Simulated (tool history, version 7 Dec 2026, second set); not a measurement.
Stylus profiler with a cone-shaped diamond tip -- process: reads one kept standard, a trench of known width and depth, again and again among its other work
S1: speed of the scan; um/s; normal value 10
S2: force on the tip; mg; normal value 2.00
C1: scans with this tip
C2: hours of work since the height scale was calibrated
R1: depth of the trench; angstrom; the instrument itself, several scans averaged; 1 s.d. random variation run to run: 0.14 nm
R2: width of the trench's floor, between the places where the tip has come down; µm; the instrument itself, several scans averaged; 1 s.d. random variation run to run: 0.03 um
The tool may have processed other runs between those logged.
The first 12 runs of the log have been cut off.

run,hour,S1,S2,C1,C2,R1,R2
13,471.6,4,2.00,12120,1281,5048.0,96.07
14,520.9,4,2.00,12438,1315,5048.7,96.09
15,577.9,10,2.00,12808,1354,5045.2,96.02
16,635.5,10,2.80,13180,1393,5061.9,95.96
# hour 659.4: height scale calibrated on a step standard
17,684.3,10,2.80,13492,17,5057.3,95.99
18,729.4,10,2.80,13784,48,5060.1,96.01
19,760.3,10,2.80,13984,69,5057.3,95.89
# hour 766.1: height scale calibrated on a step standard, once more
20,791.2,10,2.80,14180,17,5085.5,95.94
21,846.1,10,5.41,14536,55,5132.6,95.95
22,900.1,10,5.41,14885,92,5129.7,95.98
23,937.1,10,5.41,15124,117,5131.4,95.86
24,983.7,14,4.16,15425,149,5110.9,95.89
25,1018.1,20,2.00,15648,172,5063.6,95.83
26,1051.9,33,3.13,15866,195,5088.9,95.71
27,1102.3,3,1.36,16193,230,5047.0,95.90
28,1146.7,3,1.36,16479,260,5051.0,95.82
29,1184.8,2,4.35,16726,286,5110.2,95.77
30,1221.4,2,4.35,16963,311,5112.0,95.83
31,1264.3,10,3.59,17240,341,5095.7,95.73
32,1319.6,34,0.85,17598,378,5034.3,95.50
33,1345.9,34,0.85,17768,396,5031.6,95.44
34,1393.0,34,0.85,18073,429,5031.8,95.47
35,1422.3,9,2.00,18263,449,5062.0,95.71

Run 36 is up next; what results do you expect?
36,1477.7,9,2.00,18621,486,?,?

{"run 36": {"R1": 5061.6, "R2": 95.61}}
With the hidden condition absent and the run-to-run variation left alone, this run would have shown R1 5070.0 angstrom, R2 96.91 µm.
